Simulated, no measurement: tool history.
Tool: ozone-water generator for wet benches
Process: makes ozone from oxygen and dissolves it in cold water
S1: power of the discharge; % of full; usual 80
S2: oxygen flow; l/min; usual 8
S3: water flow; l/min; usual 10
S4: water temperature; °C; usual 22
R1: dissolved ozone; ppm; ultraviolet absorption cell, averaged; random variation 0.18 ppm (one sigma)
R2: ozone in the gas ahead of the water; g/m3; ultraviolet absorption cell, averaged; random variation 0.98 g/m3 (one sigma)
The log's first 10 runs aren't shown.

{"run": 11, "day": 11.146, "S1": 89, "S2": 8, "S3": 9, "S4": 22, "R1": 27.9, "R2": 179.2}
{"run": 12, "day": 12.417, "S1": 89, "S2": 8, "S3": 9, "S4": 22, "R1": 28, "R2": 180.8}
{"run": 13, "day": 14.212, "S1": 89, "S2": 8, "S3": 9, "S4": 22, "R1": 27.9, "R2": 178.8}
{"run": 14, "day": 15.725, "S1": 89, "S2": 8, "S3": 9, "S4": 22, "R1": 27.5, "R2": 178.7}
{"run": 15, "day": 17.05, "S1": 89, "S2": 8, "S3": 9, "S4": 22, "R1": 27.9, "R2": 178.4}
{"run": 16, "day": 18.104, "S1": 69, "S2": 8, "S3": 10, "S4": 22, "R1": 21.5, "R2": 145.8}
{"run": 17, "day": 19.692, "S1": 50, "S2": 10.55, "S3": 6, "S4": 21, "R1": 19.2, "R2": 99.7}
{"run": 18, "day": 20.912, "S1": 50, "S2": 10.55, "S3": 6, "S4": 21, "R1": 19.2, "R2": 99.2}
{"run": 19, "day": 22.396, "S1": 50, "S2": 10.55, "S3": 6, "S4": 21, "R1": 18.8, "R2": 98.5}
{"run": 20, "day": 24.004, "S1": 80, "S2": 8, "S3": 7, "S4": 26, "R1": 25.4, "R2": 164.2}
{"run": 21, "day": 25.371, "S1": 53, "S2": 8, "S3": 7, "S4": 16, "R1": 23.1, "R2": 116.6}
{"run": 22, "day": 26.233, "S1": 94, "S2": 8, "S3": 10, "S4": 28, "R1": 23.9, "R2": 186.9}
{"run": 23, "day": 27.975, "S1": 69, "S2": 8, "S3": 14, "S4": 14, "R1": 21.5, "R2": 145.3}
{"run": 24, "day": 28.942, "S1": 80, "S2": 4.06, "S3": 10, "S4": 22, "R1": 26.3, "R2": 222.7}
{"run": 25, "day": 29.712, "S1": 80, "S2": 4.06, "S3": 10, "S4": 22, "R1": 26.1, "R2": 221.7}
{"run": 26, "day": 31.217, "S1": 80, "S2": 4.06, "S3": 10, "S4": 22, "R1": 26.5, "R2": 221.5}
{"run": 27, "day": 32.333, "S1": 72, "S2": 13.68, "S3": 7, "S4": 16, "R1": 26.1, "R2": 117.2}
{"run": 28, "day": 34.129, "S1": 48, "S2": 4.99, "S3": 7, "S4": 16, "R1": 23.1, "R2": 134.3}
{"run": 29, "day": 35.375, "S1": 48, "S2": 13.05, "S3": 11, "S4": 16, "R1": 15.9, "R2": 85.6}
{"run": 30, "day": 36.771, "S1": 48, "S2": 13.05, "S3": 11, "S4": 16, "R1": 16, "R2": 87.3}
{"run": 31, "day": 37.588, "S1": 62, "S2": 9.25, "S3": 8, "S4": 29, "R1": 17.2, "R2": 124.4}
{"run": 32, "day": 38.338, "S1": 80, "S2": 8, "S3": 10, "S4": 16, "R1": 27.4, "R2": 163.3}

Forecast each of these 5 alternatives for the next run:
{"run": "A", "day": 39.288, "S1": 95, "S2": 8.66, "S3": 8, "S4": 22, "R1": "?", "R2": "?"}
{"run": "B", "day": 39.288, "S1": 63, "S2": 13.12, "S3": 14, "S4": 16, "R1": "?", "R2": "?"}
{"run": "C", "day": 39.288, "S1": 54, "S2": 7.86, "S3": 13, "S4": 22, "R1": "?", "R2": "?"}
{"run": "D", "day": 39.288, "S1": 80, "S2": 6.01, "S3": 11, "S4": 18, "R1": "?", "R2": "?"}
{"run": "E", "day": 39.288, "S1": 56, "S2": 4.55, "S3": 10, "S4": 22, "R1": "?", "R2": "?"}

run=A R1=29.7 R2=180.4
run=B R1=17.7 R2=109
run=C R1=15.3 R2=119.6
run=D R1=25.9 R2=185.1
run=E R1=19.5 R2=158.6
Without the tool's hidden state the same runs would have given:
run=A R1=31.3 R2=186.6
run=B R1=18.5 R2=111.7
run=C R1=16 R2=122.2
run=D R1=27.2 R2=190.8
run=E R1=20.3 R2=162.1

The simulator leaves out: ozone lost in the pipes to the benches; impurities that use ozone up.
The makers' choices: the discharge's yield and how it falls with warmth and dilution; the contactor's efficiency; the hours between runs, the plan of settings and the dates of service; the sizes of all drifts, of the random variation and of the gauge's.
